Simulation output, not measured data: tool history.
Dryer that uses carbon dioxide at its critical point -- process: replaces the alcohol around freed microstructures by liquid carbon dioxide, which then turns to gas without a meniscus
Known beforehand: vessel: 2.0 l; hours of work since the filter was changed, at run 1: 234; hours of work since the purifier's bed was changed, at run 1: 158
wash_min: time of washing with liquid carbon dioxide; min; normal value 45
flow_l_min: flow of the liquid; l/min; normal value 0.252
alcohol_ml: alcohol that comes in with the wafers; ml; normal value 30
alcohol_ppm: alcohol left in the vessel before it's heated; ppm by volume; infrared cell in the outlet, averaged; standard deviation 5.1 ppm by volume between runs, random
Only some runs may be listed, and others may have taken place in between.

| run | hour | wash_min | flow_l_min | alcohol_ml | hours of work since the filter was changed | hours of work since the purifier's bed was changed | alcohol_ppm |
|---|---|---|---|---|---|---|---|
| 1 | 0.0 | 45 | 0.252 | 30 | 234 | 158 | 110 |
| 2 | 11.9 | 45 | 0.252 | 30 | 238 | 162 | 110 |
| 3 | 27.9 | 45 | 0.252 | 30 | 243 | 167 | 116 |
| 4 | 40.2 | 45 | 0.252 | 30 | 246 | 170 | 111 |
| 5 | 54.0 | 45 | 0.252 | 53 | 250 | 174 | 192 |
| 6 | 74.9 | 45 | 0.252 | 53 | 257 | 181 | 201 |
| 7 | 95.4 | 45 | 0.252 | 53 | 263 | 187 | 200 |
| 8 | 116.1 | 45 | 0.252 | 53 | 269 | 193 | 197 |
| 9 | 124.6 | 45 | 0.252 | 85 | 272 | 196 | 330 |
| 10 | 142.6 | 45 | 0.252 | 85 | 277 | 201 | 312 |
| 11 | 154.1 | 45 | 0.236 | 30 | 281 | 204 | 167 |
| 12 | 168.5 | 49 | 0.236 | 30 | 285 | 209 | 120 |
| 13 | 180.2 | 49 | 0.236 | 30 | 288 | 212 | 113 |
| 14 | 197.9 | 33 | 0.252 | 30 | 294 | 218 | 440 |
| 15 | 211.4 | 33 | 0.252 | 30 | 298 | 222 | 433 |
| 16 | 230.4 | 33 | 0.252 | 30 | 304 | 227 | 427 |
| 17 | 242.4 | 33 | 0.252 | 30 | 307 | 231 | 433 |
| 18 | 252.1 | 45 | 0.252 | 30 | 310 | 234 | 130 |
| 19 | 271.0 | 45 | 0.252 | 30 | 316 | 240 | 125 |
| 20 | 283.7 | 45 | 0.252 | 30 | 320 | 243 | 130 |
| 21 | 293.7 | 45 | 0.252 | 30 | 323 | 247 | 136 |
| 22 | 311.7 | 45 | 0.252 | 30 | 328 | 252 | 129 |
| 23 | 328.1 | 45 | 0.252 | 30 | 333 | 257 | 136 |
| 24 | 347.1 | 34 | 0.252 | 94 | 339 | 263 | 1195 |
| 25 | 360.5 | 65 | 0.252 | 30 | 343 | 267 | 34 |
| 26 | 371.8 | 48 | 0.380 | 24 | 346 | 270 | 26 |
| 27 | 392.6 | 48 | 0.382 | 40 | 352 | 276 | 24 |
| 28 | 409.4 | 29 | 0.306 | 26 | 357 | 281 | 309 |
| 29 | 424.4 | 35 | 0.311 | 102 | 362 | 286 | 507 |
| 30 | 434.5 | 35 | 0.311 | 102 | 365 | 289 | 522 |
| 31 | 445.5 | 35 | 0.311 | 102 | 368 | 292 | 505 |
| 32 | 465.4 | 45 | 0.170 | 30 | 374 | 298 | 630 |
| 33 | 479.3 | 48 | 0.170 | 68 | 378 | 302 | 1107 |
| 34 | 492.4 | 36 | 0.282 | 52 | 382 | 306 | 370 |
| 35 | 506.8 | 36 | 0.282 | 52 | 387 | 311 | 376 |
| 36 | 519.0 | 43 | 0.167 | 52 | 390 | 314 | 1327 |
| 37 | 539.2 | 43 | 0.167 | 52 | 396 | 320 | 1307 |
| 38 | 548.7 | 43 | 0.167 | 52 | 399 | 323 | 1323 |
| 39 | 566.6 | 45 | 0.171 | 22 | 405 | 329 | 465 |
| 40 | 587.5 | 45 | 0.161 | 27 | 411 | 335 | 677 |
| 41 | 599.5 | 45 | 0.161 | 27 | 415 | 338 | 678 |
| 42 | 619.6 | 48 | 0.287 | 55 | 421 | 345 | 108 |
| 43 | 631.3 | 45 | 0.350 | 30 | 424 | 348 | 32 |
| 44 | 642.1 | 38 | 0.199 | 26 | 427 | 351 | 577 |
| 45 | 661.9 | 30 | 0.182 | 25 | 433 | 357 | 1313 |

Alternative continuations, all from the tool just after run 45; predict every row:
| A | 676.6 | 30 | 0.182 | 46 | 438 | 362 | ? |
| B | 676.6 | 56 | 0.396 | 61 | 438 | 362 | ? |
| C | 676.6 | 51 | 0.419 | 77 | 438 | 362 | ? |
| D | 676.6 | 35 | 0.182 | 21 | 438 | 362 | ? |

| run | alcohol_ppm |
|---|---|
| A | 2387 |
| B | 27 |
| C | 29 |
| D | 758 |
Without the tool's unlogged condition, the same runs would have read:
| run | alcohol_ppm |
|---|---|
| A | 1807 |
| B | 11 |
| C | 12 |
| D | 543 |

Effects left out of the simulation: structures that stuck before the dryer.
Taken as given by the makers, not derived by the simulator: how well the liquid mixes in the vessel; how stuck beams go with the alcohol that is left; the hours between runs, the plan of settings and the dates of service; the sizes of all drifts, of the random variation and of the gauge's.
